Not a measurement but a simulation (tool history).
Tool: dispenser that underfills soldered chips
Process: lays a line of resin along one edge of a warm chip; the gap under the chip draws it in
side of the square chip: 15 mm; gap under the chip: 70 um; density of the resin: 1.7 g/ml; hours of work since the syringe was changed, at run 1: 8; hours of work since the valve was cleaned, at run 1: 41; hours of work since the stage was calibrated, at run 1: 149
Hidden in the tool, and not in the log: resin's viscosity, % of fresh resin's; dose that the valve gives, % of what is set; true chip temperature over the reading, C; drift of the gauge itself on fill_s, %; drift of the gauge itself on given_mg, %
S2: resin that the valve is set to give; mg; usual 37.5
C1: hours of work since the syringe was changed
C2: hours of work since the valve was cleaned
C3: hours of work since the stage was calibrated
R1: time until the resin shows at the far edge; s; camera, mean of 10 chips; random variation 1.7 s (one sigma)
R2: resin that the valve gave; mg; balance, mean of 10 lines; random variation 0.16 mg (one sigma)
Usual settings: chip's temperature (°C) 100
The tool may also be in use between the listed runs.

{"run": 1, "hour": 0.0, "chip's temperature (°C)": 100, "S2": 37.5, "C1": 8, "C2": 41, "C3": 149, "R1": 248.1, "R2": 36.06}
{"hour": 3.0, "done": "new syringe of resin"}
{"run": 2, "hour": 4.5, "chip's temperature (°C)": 100, "S2": 33.2, "C1": 1, "C2": 44, "C3": 152, "R1": 185.9, "R2": 32.15}
{"run": 3, "hour": 7.3, "chip's temperature (°C)": 100, "S2": 33.2, "C1": 3, "C2": 46, "C3": 154, "R1": 202.6, "R2": 32.02}
{"run": 4, "hour": 10.3, "chip's temperature (°C)": 100, "S2": 33.2, "C1": 6, "C2": 49, "C3": 157, "R1": 231.4, "R2": 31.99}
{"run": 5, "hour": 15.2, "chip's temperature (°C)": 100, "S2": 33.2, "C1": 10, "C2": 52, "C3": 160, "R1": 277.4, "R2": 31.68}
{"hour": 16.5, "done": "new syringe of resin"}
{"run": 6, "hour": 19.8, "chip's temperature (°C)": 100, "S2": 33.2, "C1": 3, "C2": 56, "C3": 164, "R1": 199.7, "R2": 31.72}
{"run": 7, "hour": 23.2, "chip's temperature (°C)": 100, "S2": 33.2, "C1": 5, "C2": 59, "C3": 166, "R1": 227.3, "R2": 31.6}
{"hour": 25.1, "done": "dispensing valve cleaned and set on the balance"}
{"run": 8, "hour": 26.9, "chip's temperature (°C)": 100, "S2": 33.2, "C1": 7, "C2": 1, "C3": 169, "R1": 250.6, "R2": 33.45}
{"run": 9, "hour": 29.8, "chip's temperature (°C)": 100, "S2": 37.5, "C1": 10, "C2": 4, "C3": 171, "R1": 271.4, "R2": 37.31}
{"hour": 30.9, "done": "new syringe of resin"}
{"run": 10, "hour": 34.2, "chip's temperature (°C)": 96, "S2": 37.5, "C1": 3, "C2": 7, "C3": 174, "R1": 210.1, "R2": 37.35}
{"run": 11, "hour": 38.3, "chip's temperature (°C)": 100, "S2": 37.5, "C1": 6, "C2": 10, "C3": 177, "R1": 221.7, "R2": 37.31}
{"run": 12, "hour": 43.3, "chip's temperature (°C)": 100, "S2": 37.5, "C1": 10, "C2": 14, "C3": 181, "R1": 264.6, "R2": 37.13}
{"hour": 44.4, "done": "new syringe of resin"}
{"run": 13, "hour": 49.3, "chip's temperature (°C)": 100, "S2": 37.5, "C1": 4, "C2": 18, "C3": 186, "R1": 201.3, "R2": 36.86}
{"run": 14, "hour": 52.3, "chip's temperature (°C)": 100, "S2": 33, "C1": 6, "C2": 21, "C3": 188, "R1": 234.5, "R2": 32.76}
{"hour": 57.9, "done": "new syringe of resin"}
{"run": 15, "hour": 58.3, "chip's temperature (°C)": 99, "S2": 34.9, "C1": 0, "C2": 25, "C3": 192, "R1": 176, "R2": 34.17}
{"run": 16, "hour": 62.0, "chip's temperature (°C)": 100, "S2": 32.6, "C1": 3, "C2": 28, "C3": 195, "R1": 201.8, "R2": 31.91}
{"run": 17, "hour": 64.7, "chip's temperature (°C)": 104, "S2": 32.7, "C1": 5, "C2": 30, "C3": 197, "R1": 198.6, "R2": 31.89}
{"run": 18, "hour": 68.2, "chip's temperature (°C)": 110, "S2": 32.2, "C1": 8, "C2": 33, "C3": 200, "R1": 194.7, "R2": 31.38}
{"hour": 71.2, "done": "new syringe of resin"}
{"run": 19, "hour": 74.4, "chip's temperature (°C)": 110, "S2": 32.2, "C1": 2, "C2": 38, "C3": 205, "R1": 150.1, "R2": 31.32}
{"run": 20, "hour": 78.3, "chip's temperature (°C)": 100, "S2": 47.5, "C1": 6, "C2": 41, "C3": 208, "R1": 210.9, "R2": 45.97}
{"run": 21, "hour": 82.3, "chip's temperature (°C)": 90, "S2": 42.5, "C1": 9, "C2": 44, "C3": 211, "R1": 341, "R2": 40.96}
{"hour": 84.7, "done": "new syringe of resin"}
{"run": 22, "hour": 88.9, "chip's temperature (°C)": 114, "S2": 42.7, "C1": 3, "C2": 49, "C3": 216, "R1": 127.1, "R2": 41.11}
{"run": 23, "hour": 92.9, "chip's temperature (°C)": 91, "S2": 39.8, "C1": 6, "C2": 52, "C3": 219, "R1": 302.2, "R2": 38.14}
{"run": 24, "hour": 96.7, "chip's temperature (°C)": 104, "S2": 40, "C1": 9, "C2": 55, "C3": 222, "R1": 237.6, "R2": 37.98}
{"hour": 97.9, "done": "new syringe of resin"}
{"run": 25, "hour": 100.5, "chip's temperature (°C)": 108, "S2": 38.4, "C1": 2, "C2": 58, "C3": 225, "R1": 136.8, "R2": 36.58}
{"hour": 103.4, "done": "dispensing valve cleaned and set on the balance"}
{"run": 26, "hour": 106.0, "chip's temperature (°C)": 86, "S2": 34, "C1": 6, "C2": 2, "C3": 228, "R1": 333.4, "R2": 33.89}
{"run": 27, "hour": 110.1, "chip's temperature (°C)": 100, "S2": 41, "C1": 9, "C2": 5, "C3": 231, "R1": 245, "R2": 40.97}

Hidden state at the last listed run before each entry between runs and at the first one after, where it differs:
Between runs 1 and 2: new syringe of resin (hour 3)
  resin's viscosity, % of fresh resin's: 149 -> 105.3; dose that the valve gives, % of what is set: 96.59 -> 96.33; true chip temperature over the reading, C: 1.13 -> 1.15
  measured less the result without the state, R1: +77.2 -> +5.7 s; R2: -1.27 -> -1.22 mg
Between runs 5 and 6: new syringe of resin (hour 16.5)
  resin's viscosity, % of fresh resin's: 159 -> 114.9; dose that the valve gives, % of what is set: 95.64 -> 95.37; true chip temperature over the reading, C: 1.2 -> 1.22
  measured less the result without the state, R1: +99.6 -> +22.6 s; R2: -1.44 -> -1.54 mg
Between runs 7 and 8: dispensing valve cleaned and set on the balance (hour 25.1)
  resin's viscosity, % of fresh resin's: 131.2 -> 145.5; dose that the valve gives, % of what is set: 95.14 -> 100.11; true chip temperature over the reading, C: 1.24 -> 1.25
  measured less the result without the state, R1: +50.7 -> +71.7 s; R2: -1.62 -> +0.03 mg
Between runs 9 and 10: new syringe of resin (hour 30.9)
  resin's viscosity, % of fresh resin's: 162.7 -> 113.8; dose that the valve gives, % of what is set: 99.91 -> 99.65; true chip temperature over the reading, C: 1.26 -> 1.28
  measured less the result without the state, R1: +98.4 -> +18.1 s; R2: -0.03 -> -0.14 mg
Between runs 12 and 13: new syringe of resin (hour 44.4)
  resin's viscosity, % of fresh resin's: 161.6 -> 119.8; dose that the valve gives, % of what is set: 99.04 -> 98.68; true chip temperature over the reading, C: 1.33 -> 1.36
  measured less the result without the state, R1: +94.3 -> +26.7 s; R2: -0.35 -> -0.49 mg
Between runs 14 and 15: new syringe of resin (hour 57.9)
  resin's viscosity, % of fresh resin's: 134.6 -> 101.4; dose that the valve gives, % of what is set: 98.48 -> 98.14; true chip temperature over the reading, C: 1.37 -> 1.4
  measured less the result without the state, R1: +53.9 -> -4.1 s; R2: -0.5 -> -0.65 mg
Between runs 18 and 19: new syringe of resin (hour 71.2)
  resin's viscosity, % of fresh resin's: 148.9 -> 114.6; dose that the valve gives, % of what is set: 97.5 -> 97.13; true chip temperature over the reading, C: 1.45 -> 1.47
  measured less the result without the state, R1: +59.6 -> +15.1 s; R2: -0.81 -> -0.92 mg
Between runs 21 and 22: new syringe of resin (hour 84.7)
  resin's viscosity, % of fresh resin's: 155.9 -> 119.5; dose that the valve gives, % of what is set: 96.63 -> 96.21; true chip temperature over the reading, C: 1.51 -> 1.54
  measured less the result without the state, R1: +112.4 -> +16.6 s; R2: -1.43 -> -1.62 mg
Between runs 24 and 25: new syringe of resin (hour 97.9)
  resin's viscosity, % of fresh resin's: 161.8 -> 107.8; dose that the valve gives, % of what is set: 95.71 -> 95.49; true chip temperature over the reading, C: 1.58 -> 1.6
  measured less the result without the state, R1: +84.7 -> +5.2 s; R2: -1.7 -> -1.73 mg
Between runs 25 and 26: dispensing valve cleaned and set on the balance (hour 103.4)
  resin's viscosity, % of fresh resin's: 107.8 -> 128.5; dose that the valve gives, % of what is set: 95.49 -> 99.75; true chip temperature over the reading, C: 1.6 -> 1.62
  measured less the result without the state, R1: +5.2 -> +60 s; R2: -1.73 -> -0.08 mg
